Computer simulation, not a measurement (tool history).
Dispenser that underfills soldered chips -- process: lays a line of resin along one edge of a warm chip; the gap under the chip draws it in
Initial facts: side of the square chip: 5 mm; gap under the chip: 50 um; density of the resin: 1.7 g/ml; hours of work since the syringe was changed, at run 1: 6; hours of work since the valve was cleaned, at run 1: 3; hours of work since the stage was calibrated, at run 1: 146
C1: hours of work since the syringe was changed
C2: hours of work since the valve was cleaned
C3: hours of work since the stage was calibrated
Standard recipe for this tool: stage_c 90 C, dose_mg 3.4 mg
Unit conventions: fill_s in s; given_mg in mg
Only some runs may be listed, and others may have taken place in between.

run 1 day=0 | stage_c=90 dose_mg=3.4 | C1=6 C2=3 C3=146 | fill_s=32.6 given_mg=3.38
run 2 day=0.246 | stage_c=90 dose_mg=4.05 | C1=11 C2=8 C3=150 | fill_s=39.2 given_mg=4.05
-- day=0.338 new syringe of resin
run 3 day=0.629 | stage_c=90 dose_mg=3.4 | C1=5 C2=15 C3=157 | fill_s=32.4 given_mg=3.37
-- day=1.004 new syringe of resin
run 4 day=1.004 | stage_c=82 dose_mg=3.4 | C1=0 C2=21 C3=163 | fill_s=34.2 given_mg=3.36
run 5 day=1.217 | stage_c=98 dose_mg=3.4 | C1=4 C2=25 C3=167 | fill_s=22.4 given_mg=3.34
run 6 day=1.483 | stage_c=90 dose_mg=3.83 | C1=9 C2=30 C3=172 | fill_s=35.9 given_mg=3.76
-- day=1.688 new syringe of resin
run 7 day=1.725 | stage_c=90 dose_mg=3.83 | C1=1 C2=34 C3=176 | fill_s=26.4 given_mg=3.76
run 8 day=2.071 | stage_c=90 dose_mg=3.42 | C1=7 C2=40 C3=183 | fill_s=34.7 given_mg=3.35
run 9 day=2.25 | stage_c=90 dose_mg=4.14 | C1=10 C2=44 C3=186 | fill_s=40.4 given_mg=4.04
-- day=2.362 new syringe of resin
run 10 day=2.421 | stage_c=90 dose_mg=4.14 | C1=1 C2=47 C3=189 | fill_s=27.1 given_mg=4.03
run 11 day=2.721 | stage_c=90 dose_mg=3.4 | C1=7 C2=52 C3=194 | fill_s=34.1 given_mg=3.28
run 12 day=2.979 | stage_c=90 dose_mg=3.4 | C1=11 C2=57 C3=199 | fill_s=41.2 given_mg=3.29
-- day=3.025 new syringe of resin
run 13 day=3.208 | stage_c=98 dose_mg=3.4 | C1=3 C2=61 C3=203 | fill_s=22.9 given_mg=3.25
-- day=3.267 dispensing valve cleaned and set on the balance
run 14 day=3.558 | stage_c=97 dose_mg=3.4 | C1=9 C2=5 C3=209 | fill_s=29.1 given_mg=3.36
-- day=3.746 new syringe of resin
run 15 day=3.796 | stage_c=90 dose_mg=3.4 | C1=1 C2=9 C3=213 | fill_s=26.9 given_mg=3.39
run 16 day=4.046 | stage_c=90 dose_mg=3.4 | C1=5 C2=14 C3=217 | fill_s=32.4 given_mg=3.35
run 17 day=4.354 | stage_c=90 dose_mg=3.4 | C1=11 C2=20 C3=223 | fill_s=40.9 given_mg=3.36
-- day=4.425 new syringe of resin
run 18 day=4.692 | stage_c=90 dose_mg=3.4 | C1=5 C2=26 C3=229 | fill_s=33 given_mg=3.32
run 19 day=5.033 | stage_c=90 dose_mg=3.4 | C1=11 C2=32 C3=235 | fill_s=41.7 given_mg=3.35
-- day=5.1 new syringe of resin
run 20 day=5.238 | stage_c=86 dose_mg=3.4 | C1=2 C2=35 C3=239 | fill_s=34.8 given_mg=3.36
run 21 day=5.583 | stage_c=86 dose_mg=2.99 | C1=9 C2=42 C3=245 | fill_s=46 given_mg=2.87
-- day=5.762 new syringe of resin
run 22 day=5.958 | stage_c=91 dose_mg=3.05 | C1=4 C2=48 C3=252 | fill_s=30.7 given_mg=2.98
run 23 day=6.175 | stage_c=90 dose_mg=4.03 | C1=8 C2=52 C3=256 | fill_s=36.9 given_mg=3.9
-- day=6.429 new syringe of resin
run 24 day=6.438 | stage_c=90 dose_mg=4.03 | C1=0 C2=57 C3=260 | fill_s=27 given_mg=3.89
-- day=6.704 dispensing valve cleaned and set on the balance
run 25 day=6.846 | stage_c=90 dose_mg=4.03 | C1=7 C2=3 C3=267 | fill_s=34.8 given_mg=4.01
-- day=7.158 new syringe of resin
run 26 day=7.167 | stage_c=83 dose_mg=3.58 | C1=0 C2=8 C3=273 | fill_s=34.3 given_mg=3.57
run 27 day=7.512 | stage_c=76 dose_mg=2.94 | C1=6 C2=15 C3=279 | fill_s=60.6 given_mg=2.94
run 28 day=7.717 | stage_c=76 dose_mg=2.94 | C1=10 C2=18 C3=283 | fill_s=71.7 given_mg=2.96
-- day=7.838 new syringe of resin
run 29 day=8.062 | stage_c=76 dose_mg=2.94 | C1=4 C2=24 C3=289 | fill_s=56 given_mg=2.91
run 30 day=8.404 | stage_c=94 dose_mg=3.09 | C1=10 C2=31 C3=295 | fill_s=36 given_mg=3.06
-- day=8.508 new syringe of resin
run 31 day=8.621 | stage_c=85 dose_mg=3.64 | C1=2 C2=34 C3=299 | fill_s=35.1 given_mg=3.58
run 32 day=8.992 | stage_c=104 dose_mg=3.53 | C1=9 C2=41 C3=305 | fill_s=22.5 given_mg=3.4
-- day=9.179 new syringe of resin
run 33 day=9.212 | stage_c=90 dose_mg=3.04 | C1=1 C2=45 C3=309 | fill_s=27.6 given_mg=2.97
run 34 day=9.471 | stage_c=87 dose_mg=4.11 | C1=5 C2=50 C3=314 | fill_s=37.2 given_mg=4
run 35 day=9.629 | stage_c=97 dose_mg=3.8 | C1=8 C2=53 C3=317 | fill_s=28.6 given_mg=3.71
-- day=9.838 new syringe of resin
run 36 day=9.912 | stage_c=81 dose_mg=2.95 | C1=1 C2=58 C3=322 | fill_s=39.9 given_mg=2.84

Hidden state or all else? Some run-to-run changes of fill_s, split into what the settings, what came in and random variation would give without the hidden state, and what is left for the hidden state (with any gauge scatter that isn't in both results):
What the log doesn't record here: resin's viscosity, % of fresh resin's; dose that the valve gives, % of what is set; true chip temperature over the reading, C; drift of the gauge itself on fill_s, %; drift of the gauge itself on given_mg, %.
Run 9 -> 10: new syringe of resin. fill_s -13.3 s: hidden state -13.1, all else -0.2.
Run 12 -> 13: stage_c 90 -> 98, new syringe of resin. fill_s -18.3 s: hidden state -12.3, all else -6.
Run 26 -> 27: stage_c 83 -> 76, dose_mg 3.58 -> 2.94. fill_s +26.3 s: hidden state +15.2, all else +11.1.
Run 28 -> 29: new syringe of resin. fill_s -15.7 s: hidden state -15.2, all else -0.5.
Run 29 -> 30: stage_c 76 -> 94, dose_mg 2.94 -> 3.09. fill_s -20 s: hidden state +1.5, all else -21.5.
